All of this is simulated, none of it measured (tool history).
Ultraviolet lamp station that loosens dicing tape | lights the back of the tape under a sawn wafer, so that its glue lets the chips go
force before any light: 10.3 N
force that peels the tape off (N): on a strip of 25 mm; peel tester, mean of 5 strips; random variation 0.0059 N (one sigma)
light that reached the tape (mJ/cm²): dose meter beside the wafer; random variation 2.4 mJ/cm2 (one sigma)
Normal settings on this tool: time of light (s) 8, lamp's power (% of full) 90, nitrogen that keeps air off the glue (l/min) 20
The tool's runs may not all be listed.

run,hour,time of light (s),lamp's power (% of full),nitrogen that keeps air off the glue (l/min),force that peels the tape off (N),light that reached the tape (mJ/cm²)
1,0,8,90,20,0.182,242
2,4,10,90,20,0.12,299
3,8.2,8,90,20,0.198,241
4,14.2,8,90,20,0.181,241
5,20,8,90,20,0.198,238
6,24,14,90,20,0.099,419
7,32.1,8,90,20,0.19,242
8,39.1,8,90,20,0.186,236
9,44.1,10,90,20,0.121,294
10,50.3,8,90,29,0.155,237
11,57.2,8,67,20,0.415,176
# hour 58.2: window cleaned of glue's vapour
12,61.7,8,67,20,0.41,174
13,66.7,9,80,20,0.199,235
14,74.2,4,90,35,0.747,113
15,81.2,4,70,30,1.446,89
16,85.4,10,94,7,0.283,300
# hour 90.7: window cleaned of glue's vapour, once more
17,94.6,10,94,7,0.291,308
18,103.1,10,94,7,0.275,308

Each row is a separate what-if for the run after 18, all from the same tool condition, not one after another. Results?
A,107.6,12,67,8,?,?
B,107.6,8,94,7,?,?
C,107.6,8,90,11,?,?

run,force that peels the tape off (N),light that reached the tape (mJ/cm²)
A,0.37,267
B,0.488,243
C,0.337,238
What these runs would have given with no unlogged condition in the tool:
run,force that peels the tape off (N),light that reached the tape (mJ/cm²)
A,0.285,294
B,0.375,268
C,0.259,263

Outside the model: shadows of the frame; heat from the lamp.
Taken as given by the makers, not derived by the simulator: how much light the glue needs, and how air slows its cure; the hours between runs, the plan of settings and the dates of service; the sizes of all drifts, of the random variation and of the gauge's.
